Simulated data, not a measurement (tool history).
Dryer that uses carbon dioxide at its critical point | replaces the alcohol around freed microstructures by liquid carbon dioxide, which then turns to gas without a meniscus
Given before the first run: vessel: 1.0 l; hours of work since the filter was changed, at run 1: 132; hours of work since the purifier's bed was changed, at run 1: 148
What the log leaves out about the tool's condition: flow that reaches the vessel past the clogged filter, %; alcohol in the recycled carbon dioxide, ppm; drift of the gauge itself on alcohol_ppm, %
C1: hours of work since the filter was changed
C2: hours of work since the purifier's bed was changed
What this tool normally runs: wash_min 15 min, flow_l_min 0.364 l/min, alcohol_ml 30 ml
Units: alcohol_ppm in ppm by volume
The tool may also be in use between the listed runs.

run 1 hour=0.0 | wash_min=15 flow_l_min=0.364 alcohol_ml=30 | C1=132 C2=148 | alcohol_ppm=671
run 2 hour=8.4 | wash_min=15 flow_l_min=0.364 alcohol_ml=30 | C1=137 C2=153 | alcohol_ppm=698
run 3 hour=18.1 | wash_min=15 flow_l_min=0.364 alcohol_ml=30 | C1=144 C2=160 | alcohol_ppm=729
run 4 hour=29.6 | wash_min=15 flow_l_min=0.364 alcohol_ml=30 | C1=152 C2=168 | alcohol_ppm=723
run 5 hour=40.3 | wash_min=15 flow_l_min=0.364 alcohol_ml=42 | C1=160 C2=176 | alcohol_ppm=1031
run 6 hour=51.3 | wash_min=15 flow_l_min=0.364 alcohol_ml=42 | C1=167 C2=183 | alcohol_ppm=1048
run 7 hour=64.8 | wash_min=15 flow_l_min=0.364 alcohol_ml=42 | C1=177 C2=193 | alcohol_ppm=1080
run 8 hour=71.3 | wash_min=15 flow_l_min=0.364 alcohol_ml=42 | C1=181 C2=197 | alcohol_ppm=1070
run 9 hour=85.9 | wash_min=13 flow_l_min=0.231 alcohol_ml=30 | C1=191 C2=207 | alcohol_ppm=3951
run 10 hour=94.2 | wash_min=13 flow_l_min=0.231 alcohol_ml=30 | C1=197 C2=213 | alcohol_ppm=3906
run 11 hour=107.3 | wash_min=13 flow_l_min=0.231 alcohol_ml=30 | C1=206 C2=222 | alcohol_ppm=3993
run 12 hour=121.5 | wash_min=16 flow_l_min=0.242 alcohol_ml=30 | C1=216 C2=232 | alcohol_ppm=2252
run 13 hour=130.2 | wash_min=16 flow_l_min=0.242 alcohol_ml=30 | C1=222 C2=238 | alcohol_ppm=2312
run 14 hour=142.9 | wash_min=9 flow_l_min=0.364 alcohol_ml=30 | C1=231 C2=247 | alcohol_ppm=3471
run 15 hour=149.1 | wash_min=9 flow_l_min=0.364 alcohol_ml=30 | C1=235 C2=251 | alcohol_ppm=3526
run 16 hour=162.7 | wash_min=9 flow_l_min=0.364 alcohol_ml=30 | C1=245 C2=261 | alcohol_ppm=3784

Below, some changes in alcohol_ppm between adjacent runs. For each, the amount present without the hidden state too (settings, incoming material, random variation) and the amount remaining for the hidden state with gauge scatter not shared by both compared results:
Run 8 -> 9: wash_min 15 -> 13, flow_l_min 0.364 -> 0.231, alcohol_ml 42 -> 30. alcohol_ppm +2881 ppm by volume: hidden state +551, all else +2330.
